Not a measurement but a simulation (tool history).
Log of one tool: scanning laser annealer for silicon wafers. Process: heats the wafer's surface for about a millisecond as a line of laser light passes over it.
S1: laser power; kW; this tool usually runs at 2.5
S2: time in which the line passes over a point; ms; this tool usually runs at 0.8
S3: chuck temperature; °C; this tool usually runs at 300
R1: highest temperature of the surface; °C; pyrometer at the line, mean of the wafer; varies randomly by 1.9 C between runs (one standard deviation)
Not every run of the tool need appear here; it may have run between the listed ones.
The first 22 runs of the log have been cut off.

run,hour,S1,S2,S3,R1
23,743.7,2.162,0.984,263,978
24,764.7,2.162,0.952,300,1001
25,789.7,2.326,0.592,290,898
26,825.8,2.5,0.997,300,1150
27,847.1,2.5,0.997,300,1151
28,869.4,2.242,0.629,300,899
29,911.2,2.309,0.993,300,1073
30,958.4,2.309,0.993,300,1067
31,987.7,2.309,0.993,300,1071
32,1014.4,2.297,0.899,321,1048
# hour 1035: window over the wafer cleaned
33,1047.9,2.457,0.974,300,1165
34,1071.9,2.415,0.607,333,1007
35,1113.3,2.5,0.6,340,1037
36,1133.7,2.175,0.794,300,975

Below are 5 alternative next runs, each starting from the tool's condition after run 36. Predict each:
A,1154.7,2.353,0.775,300,?
B,1154.7,2.435,0.8,300,?
C,1154.7,2.498,0.614,340,?
D,1154.7,2.5,0.729,290,?
E,1154.7,2.175,0.562,300,?

run,R1
A,1034
B,1075
C,1047
D,1053
E,875
Without the tool's hidden state the same runs would have given:
run,R1
A,1049
B,1091
C,1062
D,1069
E,887
